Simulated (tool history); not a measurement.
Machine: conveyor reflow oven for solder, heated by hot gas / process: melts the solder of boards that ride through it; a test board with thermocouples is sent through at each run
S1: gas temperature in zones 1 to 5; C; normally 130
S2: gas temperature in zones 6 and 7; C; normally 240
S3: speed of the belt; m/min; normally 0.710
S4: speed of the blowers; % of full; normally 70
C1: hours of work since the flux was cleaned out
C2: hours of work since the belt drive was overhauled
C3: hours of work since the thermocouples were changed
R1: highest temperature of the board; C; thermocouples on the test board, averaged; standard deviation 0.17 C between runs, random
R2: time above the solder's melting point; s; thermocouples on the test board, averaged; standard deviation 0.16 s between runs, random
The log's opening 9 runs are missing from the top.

| run | hour | S1 | S2 | S3 | S4 | C1 | C2 | C3 | R1 | R2 |
|---|---|---|---|---|---|---|---|---|---|---|
| 10 | 100.8 | 130 | 240 | 0.826 | 70 | 310 | 336 | 584 | 211.7 | 31.9 |
| 11 | 117.2 | 130 | 240 | 0.826 | 70 | 318 | 343 | 591 | 211.8 | 32.1 |
| 12 | 127.7 | 130 | 240 | 0.710 | 70 | 323 | 348 | 596 | 218.5 | 42.6 |
| 13 | 135.3 | 130 | 240 | 0.710 | 70 | 326 | 352 | 600 | 218.4 | 42.7 |
| 14 | 149.2 | 130 | 240 | 0.710 | 70 | 333 | 358 | 606 | 218.2 | 42.4 |
| 15 | 165.4 | 130 | 240 | 0.710 | 70 | 340 | 366 | 614 | 218.4 | 42.4 |
| 16 | 183.6 | 130 | 240 | 0.710 | 70 | 349 | 374 | 622 | 218.3 | 42.5 |
| 17 | 198.3 | 136 | 230 | 0.808 | 56 | 356 | 381 | 629 | 201.5 | 25.5 |
| 18 | 207.6 | 136 | 230 | 0.808 | 68 | 360 | 386 | 634 | 206.0 | 29.6 |
| 19 | 226.3 | 136 | 230 | 0.808 | 68 | 369 | 394 | 642 | 205.6 | 29.6 |
| 20 | 244.7 | 131 | 249 | 0.697 | 70 | 377 | 403 | 651 | 226.8 | 48.4 |
| 21 | 262.8 | 138 | 241 | 0.651 | 75 | 386 | 412 | 660 | 225.1 | 53.1 |
| 22 | 280.2 | 138 | 241 | 0.654 | 75 | 394 | 420 | 668 | 224.8 | 52.6 |
|  | 294.7 | flux residue cleaned out of gas plates and filters |
| 23 | 299.6 | 143 | 241 | 0.710 | 70 | 2 | 426 | 674 | 224.1 | 49.1 |
| 24 | 308.7 | 144 | 241 | 0.710 | 70 | 7 | 431 | 679 | 224.1 | 49.7 |
| 25 | 325.1 | 130 | 253 | 0.710 | 60 | 14 | 438 | 686 | 228.2 | 48.0 |
| 26 | 336.3 | 130 | 253 | 0.710 | 60 | 19 | 444 | 692 | 227.9 | 48.0 |
| 27 | 352.8 | 126 | 253 | 0.798 | 79 | 27 | 451 | 699 | 228.9 | 42.1 |
| 28 | 363.4 | 139 | 240 | 0.753 | 70 | 32 | 456 | 704 | 220.2 | 43.3 |
| 29 | 378.1 | 134 | 240 | 0.753 | 51 | 39 | 463 | 711 | 211.9 | 35.9 |
| 30 | 387.8 | 130 | 240 | 0.845 | 53 | 44 | 468 | 716 | 206.2 | 27.1 |
| 31 | 402.6 | 130 | 240 | 0.845 | 53 | 51 | 475 | 723 | 205.9 | 26.9 |
| 32 | 420.7 | 130 | 240 | 0.845 | 53 | 59 | 483 | 731 | 206.1 | 26.9 |

Branching from run 32: 3 alternative next runs. What would each branch give?
| A | 433.5 | 127 | 255 | 0.841 | 53 | 65 | 489 | 737 | ? | ? |
| B | 433.5 | 130 | 245 | 0.745 | 84 | 65 | 489 | 737 | ? | ? |
| C | 433.5 | 130 | 240 | 0.839 | 53 | 65 | 489 | 737 | ? | ? |

| run | R1 | R2 |
|---|---|---|
| A | 216.8 | 33.7 |
| B | 227.0 | 45.2 |
| C | 206.2 | 27.2 |
Take away the tool's hidden state, keep each run's random variation, and the runs would have read:
| run | R1 | R2 |
|---|---|---|
| A | 215.1 | 32.3 |
| B | 225.3 | 43.9 |
| C | 204.6 | 25.6 |
